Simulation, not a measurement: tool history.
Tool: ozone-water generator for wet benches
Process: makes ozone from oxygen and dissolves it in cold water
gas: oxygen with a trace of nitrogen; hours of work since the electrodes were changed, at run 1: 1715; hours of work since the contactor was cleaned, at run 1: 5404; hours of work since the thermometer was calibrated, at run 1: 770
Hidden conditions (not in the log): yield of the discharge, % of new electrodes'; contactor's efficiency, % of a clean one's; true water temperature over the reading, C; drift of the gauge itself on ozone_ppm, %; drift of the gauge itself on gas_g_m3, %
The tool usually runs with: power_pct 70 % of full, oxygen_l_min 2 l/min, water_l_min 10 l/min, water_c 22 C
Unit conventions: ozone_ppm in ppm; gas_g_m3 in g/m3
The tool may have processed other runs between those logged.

run,hour,power_pct,oxygen_l_min,water_l_min,water_c,hours of work since the electrodes were changed,hours of work since the contactor was cleaned,hours of work since the thermometer was calibrated,ozone_ppm,gas_g_m3
1,0,70,2,10,22,1715,5404,770,19.6,232
2,42.6,70,2,14,22,1755,5444,809,14.5,234.2
3,95.9,70,2,10,22,1805,5493,859,19.4,230.5
4,143.6,70,1.87,10,22,1849,5538,904,19.1,235.4
5,194,70,2,6,22,1896,5585,950,28,232.8
6,243.5,55,2,6,22,1942,5631,997,24.3,199.4
7,314.5,55,2,6,22,2009,5697,1063,24.3,198.7
8,383.8,55,2,6,22,2073,5762,1127,24.2,198.3
9,423,55,2,6,22,2110,5798,1164,24.1,198.9
10,483.5,55,2,6,22,2166,5855,1220,24.1,196.9
11,545.4,55,2,15,22,2224,5912,1278,12.2,197.2
12,607.1,70,2.73,10,22,2281,5970,1336,20.8,207.6
13,674.8,70,2.45,6,22,2345,6033,1399,28.5,212.2
14,733.4,53,2.09,6,22,2399,6088,1453,23.7,190.1
15,763.7,53,2.09,6,22,2427,6116,1482,23.8,188.7
16,797,53,3.21,9,22,2458,6147,1513,19.4,165.4
17,827.2,53,3.21,9,22,2487,6175,1541,19.7,165.8
18,858.2,56,2.31,11,23,2515,6204,1570,16.4,188.3
19,890,56,2.31,11,23,2545,6233,1599,16.4,187.8
# hour 910.5: gauge calibrated
20,961,56,2.31,11,23,2611,6300,1666,16.3,193.8
21,1007.9,56,2.31,11,23,2655,6343,1709,16.2,191
22,1071.3,52,1.19,10,20,2714,6403,1768,14.2,228.8

Here are 5 independent what-if runs from the current tool condition. What would each one return?
A,1121.3,63,3.12,16,22,2761,6449,1815,?,?
B,1121.3,70,2,10,16,2761,6449,1815,?,?
C,1121.3,52,1.19,10,19,2761,6449,1815,?,?
D,1121.3,52,1.19,7,20,2761,6449,1815,?,?
E,1121.3,52,1.19,10,20,2761,6449,1815,?,?

run,ozone_ppm,gas_g_m3
A,14,188
B,20.9,230.8
C,14.2,228.1
D,19.2,227.7
E,14.1,228.3
Without the tool's unlogged condition, the same runs would have read:
run,ozone_ppm,gas_g_m3
A,14.1,189.3
B,21,232.5
C,14.3,229.7
D,19.2,229.3
E,14.1,229.9

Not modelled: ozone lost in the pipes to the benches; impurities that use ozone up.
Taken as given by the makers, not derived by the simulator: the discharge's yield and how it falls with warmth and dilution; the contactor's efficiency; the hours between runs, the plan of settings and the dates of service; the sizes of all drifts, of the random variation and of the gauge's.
